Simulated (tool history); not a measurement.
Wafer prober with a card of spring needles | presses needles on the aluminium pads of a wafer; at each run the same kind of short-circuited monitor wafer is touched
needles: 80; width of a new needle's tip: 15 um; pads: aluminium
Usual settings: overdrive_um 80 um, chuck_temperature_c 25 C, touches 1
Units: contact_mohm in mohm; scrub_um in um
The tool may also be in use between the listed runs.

| run | hour | overdrive_um | chuck_temperature_c | touches | contact_mohm | scrub_um |
|---|---|---|---|---|---|---|
| 1 | 0.0 | 80 | 25 | 1 | 153.3 | 10.32 |
|  | 3.7 | tips cleaned on abrasive film |
| 2 | 7.4 | 80 | 106 | 1 | 166.9 | 10.33 |
|  | 11.2 | tips cleaned on abrasive film |
| 3 | 13.4 | 74 | 106 | 1 | 166.9 | 9.53 |
|  | 18.9 | tips cleaned on abrasive film |
| 4 | 21.5 | 74 | 106 | 1 | 166.7 | 9.52 |
|  | 26.5 | tips cleaned on abrasive film |
| 5 | 31.5 | 74 | 106 | 1 | 168.3 | 9.51 |
|  | 34.1 | tips cleaned on abrasive film |
| 6 | 40.5 | 68 | 35 | 1 | 156.8 | 8.72 |
|  | 42.3 | tips cleaned on abrasive film |
| 7 | 46.2 | 82 | 118 | 1 | 168.7 | 10.53 |
|  | 50.1 | tips cleaned on abrasive film |
| 8 | 51.5 | 82 | 118 | 1 | 168.1 | 10.56 |
| 9 | 56.3 | 96 | 118 | 2 | 167.1 | 12.38 |
|  | 57.8 | tips cleaned on abrasive film |
| 10 | 63.4 | 96 | 118 | 2 | 168.3 | 12.38 |

Forecast each of these 3 alternatives for the next run:
|  | 65.3 | tips cleaned on abrasive film |
| A | 70.4 | 77 | 25 | 1 | ? | ? |
|  | 65.3 | tips cleaned on abrasive film |
| B | 70.4 | 89 | 74 | 2 | ? | ? |
|  | 65.3 | tips cleaned on abrasive film |
| C | 70.4 | 80 | 53 | 1 | ? | ? |

| run | contact_mohm | scrub_um |
|---|---|---|
| A | 153.1 | 9.89 |
| B | 160.6 | 11.46 |
| C | 160.0 | 10.26 |
Without the tool's hidden state the same runs would have given:
| run | contact_mohm | scrub_um |
|---|---|---|
| A | 149.6 | 10.02 |
| B | 159.1 | 11.59 |
| C | 156.7 | 10.39 |
